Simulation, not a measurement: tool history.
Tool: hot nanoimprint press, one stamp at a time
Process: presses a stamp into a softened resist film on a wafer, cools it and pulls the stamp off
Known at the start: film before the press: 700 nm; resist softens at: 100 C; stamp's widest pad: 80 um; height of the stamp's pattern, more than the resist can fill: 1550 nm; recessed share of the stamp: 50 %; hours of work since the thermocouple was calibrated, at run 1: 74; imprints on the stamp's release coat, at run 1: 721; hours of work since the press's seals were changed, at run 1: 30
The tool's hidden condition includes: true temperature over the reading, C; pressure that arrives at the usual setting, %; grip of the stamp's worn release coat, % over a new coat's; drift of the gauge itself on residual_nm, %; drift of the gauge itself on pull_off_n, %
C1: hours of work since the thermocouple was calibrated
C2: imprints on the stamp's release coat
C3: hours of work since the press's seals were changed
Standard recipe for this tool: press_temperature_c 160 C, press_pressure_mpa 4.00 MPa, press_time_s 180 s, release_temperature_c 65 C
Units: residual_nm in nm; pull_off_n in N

Run 1, hour 0.0: usual settings; C1 74; C2 721; C3 30. Result: residual_nm 303.6 nm, pull_off_n 165 N.
Run 2, hour 61.6: usual settings; C1 105; C2 912; C3 61. Result: residual_nm 301.0 nm, pull_off_n 173 N.
Run 3, hour 103.6: usual settings; C1 126; C2 1042; C3 83. Result: residual_nm 305.7 nm, pull_off_n 174 N.
Run 4, hour 135.3: usual settings; C1 142; C2 1141; C3 99. Result: residual_nm 302.4 nm, pull_off_n 177 N.
Run 5, hour 166.1: usual settings; C1 158; C2 1236; C3 114. Result: residual_nm 302.8 nm, pull_off_n 180 N.
Run 6, hour 222.3: usual settings but press_time_s 164 s; C1 187; C2 1411; C3 143. Result: residual_nm 322.4 nm, pull_off_n 191 N.
Run 7, hour 269.3: usual settings but press_time_s 164 s; C1 210; C2 1557; C3 167. Result: residual_nm 321.6 nm, pull_off_n 204 N.
At hour 295.3: stamp cleaned and given a new release coat.
Run 8, hour 329.4: usual settings but press_time_s 164 s; C1 238; C2 106; C3 194. Result: residual_nm 325.4 nm, pull_off_n 134 N.
Run 9, hour 361.1: usual settings; C1 254; C2 204; C3 210. Result: residual_nm 311.2 nm, pull_off_n 138 N.
Run 10, hour 414.3: usual settings; C1 281; C2 369; C3 237. Result: residual_nm 317.2 nm, pull_off_n 147 N.
Run 11, hour 450.3: usual settings but release_temperature_c 61 C; C1 299; C2 481; C3 255. Result: residual_nm 318.5 nm, pull_off_n 157 N.
Run 12, hour 505.1: usual settings but release_temperature_c 61 C; C1 327; C2 651; C3 283. Result: residual_nm 319.2 nm, pull_off_n 165 N.
Run 13, hour 562.9: usual settings; C1 356; C2 830; C3 312. Result: residual_nm 320.2 nm, pull_off_n 164 N.
Run 14, hour 627.3: usual settings but press_time_s 296 s; C1 389; C2 1030; C3 345. Result: residual_nm 262.6 nm, pull_off_n 174 N.
Run 15, hour 656.3: usual settings but press_pressure_mpa 2.98 MPa, press_time_s 296 s; C1 403; C2 1120; C3 360. Result: residual_nm 298.0 nm, pull_off_n 175 N.
Run 16, hour 720.9: usual settings but press_pressure_mpa 2.98 MPa, press_time_s 296 s; C1 436; C2 1321; C3 392. Result: residual_nm 299.3 nm, pull_off_n 194 N.
Run 17, hour 752.4: usual settings but press_temperature_c 163 C, press_pressure_mpa 6.18 MPa, press_time_s 250 s, release_temperature_c 71 C; C1 452; C2 1418; C3 408. Result: residual_nm 201.6 nm, pull_off_n 183 N.
Run 18, hour 782.8: usual settings but press_temperature_c 163 C, press_pressure_mpa 6.18 MPa, press_time_s 250 s, release_temperature_c 69 C; C1 468; C2 1513; C3 424. Result: residual_nm 200.0 nm, pull_off_n 198 N.
At hour 823.3: stamp cleaned and given a new release coat.
Run 19, hour 832.1: usual settings but press_temperature_c 163 C, press_pressure_mpa 6.18 MPa, press_time_s 250 s, release_temperature_c 69 C; C1 489; C2 27; C3 446. Result: residual_nm 203.8 nm, pull_off_n 127 N.
Run 20, hour 895.0: usual settings but press_temperature_c 154 C, release_temperature_c 71 C; C1 521; C2 223; C3 478. Result: residual_nm 445.8 nm, pull_off_n 136 N.
Run 21, hour 959.4: usual settings but press_temperature_c 167 C, press_pressure_mpa 6.10 MPa, press_time_s 301 s; C1 554; C2 422; C3 510. Result: residual_nm 150.6 nm, pull_off_n 150 N.
Run 22, hour 994.0: usual settings but press_temperature_c 167 C, press_pressure_mpa 6.10 MPa, press_time_s 301 s; C1 572; C2 530; C3 528. Result: residual_nm 149.8 nm, pull_off_n 159 N.
At hour 1000.0: plate thermocouple calibrated.
Run 23, hour 1023.4: usual settings but press_temperature_c 151 C, press_pressure_mpa 3.48 MPa; C1 12; C2 611; C3 541. Result: residual_nm 499.3 nm, pull_off_n 148 N.
Run 24, hour 1061.4: usual settings but press_temperature_c 151 C, press_pressure_mpa 3.48 MPa; C1 31; C2 729; C3 560. Result: residual_nm 495.6 nm, pull_off_n 162 N.
Run 25, hour 1097.3: usual settings but press_temperature_c 148 C, press_pressure_mpa 3.48 MPa, release_temperature_c 56 C; C1 49; C2 841; C3 579. Result: residual_nm 548.0 nm, pull_off_n 175 N.
Run 26, hour 1145.0: usual settings but press_temperature_c 165 C, press_time_s 94 s, release_temperature_c 57 C; C1 73; C2 989; C3 603. Result: residual_nm 312.2 nm, pull_off_n 185 N.
Run 27, hour 1175.6: usual settings but press_temperature_c 156 C, press_pressure_mpa 3.81 MPa, press_time_s 155 s, release_temperature_c 57 C; C1 89; C2 1084; C3 618. Result: residual_nm 412.0 nm, pull_off_n 193 N.
Run 28, hour 1204.4: usual settings but press_temperature_c 156 C, press_pressure_mpa 3.81 MPa, press_time_s 155 s, release_temperature_c 57 C; C1 104; C2 1173; C3 633. Result: residual_nm 413.4 nm, pull_off_n 186 N.
Run 29, hour 1252.0: usual settings but press_temperature_c 150 C, press_pressure_mpa 5.15 MPa; C1 128; C2 1321; C3 657. Result: residual_nm 478.6 nm, pull_off_n 186 N.
Run 30, hour 1316.2: usual settings but press_temperature_c 150 C, press_pressure_mpa 5.15 MPa; C1 160; C2 1520; C3 690. Result: residual_nm 479.3 nm, pull_off_n 199 N.

Below, each run's measurement less what the same run would have read without the hidden state. Both values contain the same run-to-run variation, but the gauge's scatter may not be the same in both:
run  residual_nm  pull_off_n
  1         +4.8         +33
  2         +6.7         +41
  3         +8.2         +47
  4         +9.3         +50
  5        +10.4         +55
  6        +12.7         +64
  7        +14.1         +74
  8        +15.9          +6
  9        +16.6         +10
 10        +18.5         +17
 11        +19.7         +23
 12        +21.5         +31
 13        +23.5         +37
 14        +22.7         +46
 15        +24.6         +50
 16        +26.6         +63
 17        +22.2         +62
 18        +23.0         +71
 19        +24.4          +3
 20        +40.6         +11
 21        +20.3         +20
 22        +20.7         +25
 23        +11.6         +25
 24        +12.9         +33
 25        +12.6         +39
 26        +14.8         +47
 27        +18.2         +53
 28        +19.3         +55
 29        +24.6         +59
 30        +27.1         +70
